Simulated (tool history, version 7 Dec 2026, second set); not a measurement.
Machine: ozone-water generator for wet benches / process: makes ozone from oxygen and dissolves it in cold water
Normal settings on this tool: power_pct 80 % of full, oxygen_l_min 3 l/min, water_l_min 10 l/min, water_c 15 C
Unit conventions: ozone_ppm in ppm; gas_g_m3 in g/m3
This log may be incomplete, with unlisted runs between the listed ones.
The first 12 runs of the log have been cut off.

run	day	power_pct	oxygen_l_min	water_l_min	water_c	hours of work since the electrodes were changed	hours of work since the contactor was cleaned	hours of work since the thermometer was calibrated	ozone_ppm	gas_g_m3
13	40.258	64	2.54	10	15	1881	4285	1458	24.5	211.2
14	41.958	80	2.34	10	15	1907	4311	1485	30.5	268.8
15	43.883	80	2.51	10	15	1936	4340	1514	30.5	252.2
16	45.821	80	3	10	15	1966	4370	1544	29.9	227.9
17	48.679	80	3	14	15	2010	4414	1588	22.1	229.2
18	51.296	80	4.37	10	23	2050	4454	1628	24.4	180.6
19	53.796	80	2.7	10	9	2088	4492	1666	32.7	245.2
20	56.108	62	3	7	11	2123	4528	1701	33.8	185.4
# day 56.358: water thermometer calibrated
21	59.704	62	3	7	11	2178	4583	51	34	184.9
# day 62.1: water thermometer calibrated, once more
22	63.508	43	3	7	11	2236	4640	22	25	137.5
23	67.367	43	3	7	11	2295	4700	81	25	135.2
24	69.938	80	3	9	12	2335	4739	120	33.8	224.8
25	73.058	80	3	10	8	2382	4787	168	32.7	226.8
26	77.25	80	3	10	8	2447	4851	232	32.6	226
27	81.179	80	1.68	6	8	2507	4911	292	50.4	328
28	84.567	52	5.12	10	10	2559	4963	344	21	114.7
29	87.042	52	2.49	10	9	2597	5001	382	22.5	180.3
30	89.625	65	2.49	8	9	2636	5041	422	33.2	214.3
31	92.896	65	2.49	8	9	2686	5091	472	32.6	212.1
32	96.862	65	2.49	8	19	2747	5152	533	28.5	214.6
33	99.588	65	2.49	8	19	2789	5193	574	28.6	214.2

Each row is a separate what-if for the run after 33, all from the same tool condition, not one after another. Results?
A	101.688	91	3	10	15	2821	5225	607	?	?
B	101.688	80	1.69	13	13	2821	5225	607	?	?
C	101.688	65	2.49	12	19	2821	5225	607	?	?

run	ozone_ppm	gas_g_m3
A	32.6	250.7
B	23.3	322.7
C	20	213.6
Take away the tool's hidden state, keep each run's random variation, and the runs would have read:
run	ozone_ppm	gas_g_m3
A	35.3	266.6
B	25.2	341.3
C	21.4	224
